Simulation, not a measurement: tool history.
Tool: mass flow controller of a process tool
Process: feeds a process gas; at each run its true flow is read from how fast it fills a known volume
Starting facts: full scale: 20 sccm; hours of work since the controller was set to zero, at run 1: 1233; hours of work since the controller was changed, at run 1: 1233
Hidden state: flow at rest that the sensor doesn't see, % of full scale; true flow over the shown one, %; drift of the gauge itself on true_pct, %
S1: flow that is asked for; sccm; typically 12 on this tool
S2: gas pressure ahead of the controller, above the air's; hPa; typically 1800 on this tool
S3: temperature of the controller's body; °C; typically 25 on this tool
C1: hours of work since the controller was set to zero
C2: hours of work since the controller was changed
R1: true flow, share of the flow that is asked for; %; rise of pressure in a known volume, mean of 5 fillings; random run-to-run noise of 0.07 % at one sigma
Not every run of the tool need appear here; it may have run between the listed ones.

| run | day | S1 | S2 | S3 | C1 | C2 | R1 |
|---|---|---|---|---|---|---|---|
| 1 | 0.000 | 12 | 1800 | 25 | 1233 | 1233 | 99.58 |
| 2 | 3.125 | 12 | 1800 | 25 | 1291 | 1291 | 99.85 |
| 3 | 6.171 | 12 | 1800 | 25 | 1348 | 1348 | 99.66 |
| 4 | 8.296 | 12 | 1800 | 25 | 1388 | 1388 | 99.75 |
| 5 | 10.458 | 12 | 1800 | 25 | 1429 | 1429 | 99.67 |
| 6 | 14.075 | 12 | 1800 | 25 | 1496 | 1496 | 99.78 |
| 7 | 16.912 | 12 | 1800 | 25 | 1549 | 1549 | 99.76 |
| 8 | 19.246 | 9 | 1850 | 33 | 1593 | 1593 | 99.64 |
| 9 | 22.929 | 5 | 2540 | 21 | 1662 | 1662 | 97.88 |
| 10 | 26.279 | 7 | 1770 | 34 | 1724 | 1724 | 99.26 |
| 11 | 29.888 | 20 | 1470 | 23 | 1792 | 1792 | 100.88 |
| 12 | 33.650 | 7 | 1470 | 23 | 1862 | 1862 | 98.91 |
| 13 | 37.396 | 7 | 1800 | 25 | 1932 | 1932 | 99.00 |
| 14 | 40.092 | 7 | 1800 | 25 | 1982 | 1982 | 99.03 |

Branching from run 14: 5 alternative next runs. What would each branch give?
| A | 43.012 | 4 | 2130 | 29 | 2037 | 2037 | ? |
| B | 43.012 | 9 | 2500 | 39 | 2037 | 2037 | ? |
| C | 43.012 | 6 | 1800 | 23 | 2037 | 2037 | ? |
| D | 43.012 | 7 | 1800 | 36 | 2037 | 2037 | ? |
| E | 43.012 | 18 | 1620 | 25 | 2037 | 2037 | ? |

| run | R1 |
|---|---|
| A | 98.02 |
| B | 99.57 |
| C | 98.75 |
| D | 99.27 |
| E | 100.79 |
With no hidden state in the tool, these same runs would have given:
| run | R1 |
|---|---|
| A | 98.32 |
| B | 99.09 |
| C | 98.58 |
| D | 98.97 |
| E | 100.00 |
